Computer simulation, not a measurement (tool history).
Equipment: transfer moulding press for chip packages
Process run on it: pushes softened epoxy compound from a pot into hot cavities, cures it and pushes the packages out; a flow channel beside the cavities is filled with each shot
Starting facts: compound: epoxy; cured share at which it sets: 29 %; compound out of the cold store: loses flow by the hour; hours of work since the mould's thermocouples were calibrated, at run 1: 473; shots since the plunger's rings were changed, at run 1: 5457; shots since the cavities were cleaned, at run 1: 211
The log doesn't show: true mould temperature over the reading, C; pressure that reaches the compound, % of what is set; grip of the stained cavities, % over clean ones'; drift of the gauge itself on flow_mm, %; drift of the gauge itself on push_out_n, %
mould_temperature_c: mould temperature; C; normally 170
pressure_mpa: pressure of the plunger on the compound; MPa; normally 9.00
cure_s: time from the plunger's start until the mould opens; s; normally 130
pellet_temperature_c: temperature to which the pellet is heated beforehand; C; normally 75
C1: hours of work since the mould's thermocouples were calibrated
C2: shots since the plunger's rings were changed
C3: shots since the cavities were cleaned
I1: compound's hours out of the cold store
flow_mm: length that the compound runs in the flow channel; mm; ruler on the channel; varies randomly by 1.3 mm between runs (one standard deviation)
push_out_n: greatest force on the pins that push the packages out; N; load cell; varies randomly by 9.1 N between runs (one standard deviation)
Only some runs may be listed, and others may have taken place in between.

run 1 hour=0.0 | mould_temperature_c=170 pressure_mpa=9.00 cure_s=130 pellet_temperature_c=75 | C1=473 C2=5457 C3=211 | I1=38.3 | flow_mm=477 push_out_n=506
-- hour=34.4 plunger's sealing rings changed
-- hour=41.8 cavities cleaned with cleaning compound and waxed
run 2 hour=82.7 | mould_temperature_c=170 pressure_mpa=9.00 cure_s=130 pellet_temperature_c=75 | C1=516 C2=394 C3=344 | I1=21.8 | flow_mm=527 push_out_n=542
-- hour=109.7 cavities cleaned with cleaning compound and waxed
run 3 hour=144.7 | mould_temperature_c=170 pressure_mpa=9.00 cure_s=130 pellet_temperature_c=75 | C1=548 C2=902 C3=294 | I1=18.5 | flow_mm=534 push_out_n=528
-- hour=173.8 cavities cleaned with cleaning compound and waxed
run 4 hour=179.8 | mould_temperature_c=170 pressure_mpa=9.00 cure_s=130 pellet_temperature_c=75 | C1=566 C2=1184 C3=50 | I1=16.5 | flow_mm=535 push_out_n=471
-- hour=188.4 mould's thermocouples calibrated
run 5 hour=227.1 | mould_temperature_c=170 pressure_mpa=9.00 cure_s=130 pellet_temperature_c=75 | C1=21 C2=1564 C3=430 | I1=20.9 | flow_mm=525 push_out_n=573
-- hour=241.4 cavities cleaned with cleaning compound and waxed
run 6 hour=292.7 | mould_temperature_c=170 pressure_mpa=9.00 cure_s=130 pellet_temperature_c=75 | C1=55 C2=2103 C3=431 | I1=11.4 | flow_mm=545 push_out_n=588
-- hour=308.1 cavities cleaned with cleaning compound and waxed
run 7 hour=340.4 | mould_temperature_c=170 pressure_mpa=9.00 cure_s=130 pellet_temperature_c=75 | C1=80 C2=2491 C3=271 | I1=23.4 | flow_mm=517 push_out_n=521
-- hour=374.0 cavities cleaned with cleaning compound and waxed
run 8 hour=388.3 | mould_temperature_c=170 pressure_mpa=6.81 cure_s=130 pellet_temperature_c=75 | C1=105 C2=2880 C3=120 | I1=33.9 | flow_mm=432 push_out_n=485
-- hour=440.7 cavities cleaned with cleaning compound and waxed
run 9 hour=440.8 | mould_temperature_c=170 pressure_mpa=6.81 cure_s=160 pellet_temperature_c=75 | C1=132 C2=3308 C3=0 | I1=8.6 | flow_mm=475 push_out_n=353
run 10 hour=494.1 | mould_temperature_c=165 pressure_mpa=9.00 cure_s=130 pellet_temperature_c=75 | C1=161 C2=3756 C3=448 | I1=35.2 | flow_mm=505 push_out_n=780
-- hour=510.2 cavities cleaned with cleaning compound and waxed
run 11 hour=556.7 | mould_temperature_c=165 pressure_mpa=9.00 cure_s=130 pellet_temperature_c=75 | C1=193 C2=4269 C3=391 | I1=8.5 | flow_mm=562 push_out_n=821
-- hour=574.9 cavities cleaned with cleaning compound and waxed
run 12 hour=631.3 | mould_temperature_c=165 pressure_mpa=9.00 cure_s=130 pellet_temperature_c=75 | C1=232 C2=4883 C3=474 | I1=14.8 | flow_mm=545 push_out_n=825
-- hour=639.6 cavities cleaned with cleaning compound and waxed
run 13 hour=696.9 | mould_temperature_c=167 pressure_mpa=9.00 cure_s=130 pellet_temperature_c=75 | C1=267 C2=5421 C3=481 | I1=11.8 | flow_mm=542 push_out_n=710
-- hour=705.8 cavities cleaned with cleaning compound and waxed
-- hour=734.1 plunger's sealing rings changed
-- hour=772.4 cavities cleaned with cleaning compound and waxed
run 14 hour=775.9 | mould_temperature_c=170 pressure_mpa=9.00 cure_s=130 pellet_temperature_c=70 | C1=306 C2=339 C3=30 | I1=37.2 | flow_mm=493 push_out_n=446
run 15 hour=810.8 | mould_temperature_c=170 pressure_mpa=9.00 cure_s=130 pellet_temperature_c=70 | C1=325 C2=631 C3=322 | I1=14.3 | flow_mm=543 push_out_n=539
-- hour=836.9 cavities cleaned with cleaning compound and waxed
run 16 hour=870.6 | mould_temperature_c=170 pressure_mpa=9.00 cure_s=162 pellet_temperature_c=83 | C1=356 C2=1121 C3=283 | I1=39.3 | flow_mm=486 push_out_n=460
-- hour=901.7 cavities cleaned with cleaning compound and waxed
run 17 hour=943.2 | mould_temperature_c=170 pressure_mpa=9.00 cure_s=122 pellet_temperature_c=83 | C1=394 C2=1718 C3=348 | I1=19.0 | flow_mm=528 push_out_n=604
-- hour=967.8 cavities cleaned with cleaning compound and waxed
run 18 hour=995.1 | mould_temperature_c=170 pressure_mpa=9.00 cure_s=122 pellet_temperature_c=83 | C1=421 C2=2141 C3=229 | I1=11.0 | flow_mm=543 push_out_n=580
run 19 hour=1030.0 | mould_temperature_c=170 pressure_mpa=9.00 cure_s=120 pellet_temperature_c=83 | C1=440 C2=2434 C3=522 | I1=20.1 | flow_mm=523 push_out_n=717
-- hour=1037.4 cavities cleaned with cleaning compound and waxed
-- hour=1103.1 cavities cleaned with cleaning compound and waxed
run 20 hour=1106.1 | mould_temperature_c=170 pressure_mpa=9.00 cure_s=120 pellet_temperature_c=83 | C1=479 C2=3048 C3=25 | I1=21.7 | flow_mm=517 push_out_n=484
run 21 hour=1158.5 | mould_temperature_c=170 pressure_mpa=9.00 cure_s=120 pellet_temperature_c=83 | C1=507 C2=3488 C3=465 | I1=44.5 | flow_mm=470 push_out_n=615
-- hour=1167.9 cavities cleaned with cleaning compound and waxed
run 22 hour=1212.1 | mould_temperature_c=170 pressure_mpa=7.24 cure_s=159 pellet_temperature_c=68 | C1=535 C2=3926 C3=371 | I1=9.4 | flow_mm=487 push_out_n=496
-- hour=1231.9 cavities cleaned with cleaning compound and waxed
-- hour=1283.4 mould's thermocouples calibrated
run 23 hour=1286.6 | mould_temperature_c=171 pressure_mpa=10.77 cure_s=114 pellet_temperature_c=72 | C1=2 C2=4522 C3=442 | I1=18.6 | flow_mm=561 push_out_n=668
-- hour=1299.7 cavities cleaned with cleaning compound and waxed
run 24 hour=1333.5 | mould_temperature_c=171 pressure_mpa=10.77 cure_s=114 pellet_temperature_c=72 | C1=26 C2=4904 C3=284 | I1=44.3 | flow_mm=505 push_out_n=577
-- hour=1364.3 cavities cleaned with cleaning compound and waxed
run 25 hour=1400.3 | mould_temperature_c=177 pressure_mpa=9.89 cure_s=144 pellet_temperature_c=82 | C1=61 C2=5452 C3=303 | I1=18.1 | flow_mm=517 push_out_n=458

4 options for the next run, each taken on its own from the tool as it stands now. Forecast them:
-- hour=1428.5 cavities cleaned with cleaning compound and waxed
-- hour=1434.9 plunger's sealing rings changed
run A hour=1442.3 | mould_temperature_c=166 pressure_mpa=9.00 cure_s=133 pellet_temperature_c=75 | C1=81 C2=62 C3=95 | I1=12.4 | flow_mm=? push_out_n=?
-- hour=1428.5 cavities cleaned with cleaning compound and waxed
-- hour=1434.9 plunger's sealing rings changed
run B hour=1442.3 | mould_temperature_c=176 pressure_mpa=10.90 cure_s=136 pellet_temperature_c=82 | C1=81 C2=62 C3=95 | I1=20.1 | flow_mm=? push_out_n=?
-- hour=1428.5 cavities cleaned with cleaning compound and waxed
-- hour=1434.9 plunger's sealing rings changed
run C hour=1442.3 | mould_temperature_c=170 pressure_mpa=9.00 cure_s=130 pellet_temperature_c=71 | C1=81 C2=62 C3=95 | I1=12.6 | flow_mm=? push_out_n=?
-- hour=1428.5 cavities cleaned with cleaning compound and waxed
-- hour=1434.9 plunger's sealing rings changed
run D hour=1442.3 | mould_temperature_c=177 pressure_mpa=9.89 cure_s=144 pellet_temperature_c=82 | C1=81 C2=62 C3=95 | I1=12.7 | flow_mm=? push_out_n=?

run=A flow_mm=561 push_out_n=551
run=B flow_mm=561 push_out_n=391
run=C flow_mm=546 push_out_n=482
run=D flow_mm=550 push_out_n=383
Without the tool's unlogged condition, the same runs would have read:
run=A flow_mm=563 push_out_n=498
run=B flow_mm=563 push_out_n=352
run=C flow_mm=548 push_out_n=436
run=D flow_mm=551 push_out_n=345
